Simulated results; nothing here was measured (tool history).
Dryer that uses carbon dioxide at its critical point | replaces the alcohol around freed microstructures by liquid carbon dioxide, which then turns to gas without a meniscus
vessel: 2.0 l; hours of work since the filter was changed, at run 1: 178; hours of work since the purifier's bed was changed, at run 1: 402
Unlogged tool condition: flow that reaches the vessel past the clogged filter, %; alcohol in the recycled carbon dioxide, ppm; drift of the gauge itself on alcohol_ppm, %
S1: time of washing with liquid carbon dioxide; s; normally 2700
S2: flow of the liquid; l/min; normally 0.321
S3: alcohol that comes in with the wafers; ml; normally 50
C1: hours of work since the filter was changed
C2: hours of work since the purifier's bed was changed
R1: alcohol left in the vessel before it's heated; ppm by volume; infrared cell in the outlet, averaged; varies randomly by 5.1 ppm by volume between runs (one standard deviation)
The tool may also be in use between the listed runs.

run	hour	S1	S2	S3	C1	C2	R1
1	0.0	2700	0.321	50	178	402	135
2	10.3	2700	0.321	50	184	409	137
3	18.2	2700	0.321	50	189	414	144
4	33.4	2700	0.321	62	199	424	172
5	42.9	2700	0.321	28	205	430	102
6	49.7	2700	0.321	28	209	434	102
7	59.0	2700	0.321	28	215	440	104
8	67.8	2700	0.321	85	221	445	238
9	81.6	2700	0.321	85	229	454	246
10	89.2	2700	0.321	50	234	459	166
11	100.5	2700	0.321	31	241	466	124
12	113.6	2700	0.321	31	250	474	116
13	130.2	2700	0.321	31	260	485	130
14	138.4	2700	0.321	31	265	490	124
15	152.1	3960	0.529	50	274	499	49
# hour 160.7: inlet filter changed
16	168.2	3840	0.220	53	5	508	122
17	176.5	3480	0.337	77	10	514	54
18	183.9	2820	0.275	21	15	518	99
19	191.4	2820	0.275	21	19	523	92
20	205.3	2700	0.321	21	28	532	68
21	212.1	2520	0.321	50	33	536	128

Forecast each of these 4 alternatives for the next run:
A	225.9	2520	0.321	23	41	545	?
B	225.9	3960	0.321	50	41	545	?
C	225.9	2520	0.343	28	41	545	?
D	225.9	2340	0.197	83	41	545	?

run	R1
A	87
B	47
C	83
D	1871
The same runs, with their run-to-run variation unchanged, on a tool lacking any hidden condition would have given:
run	R1
A	36
B	1
C	33
D	1663
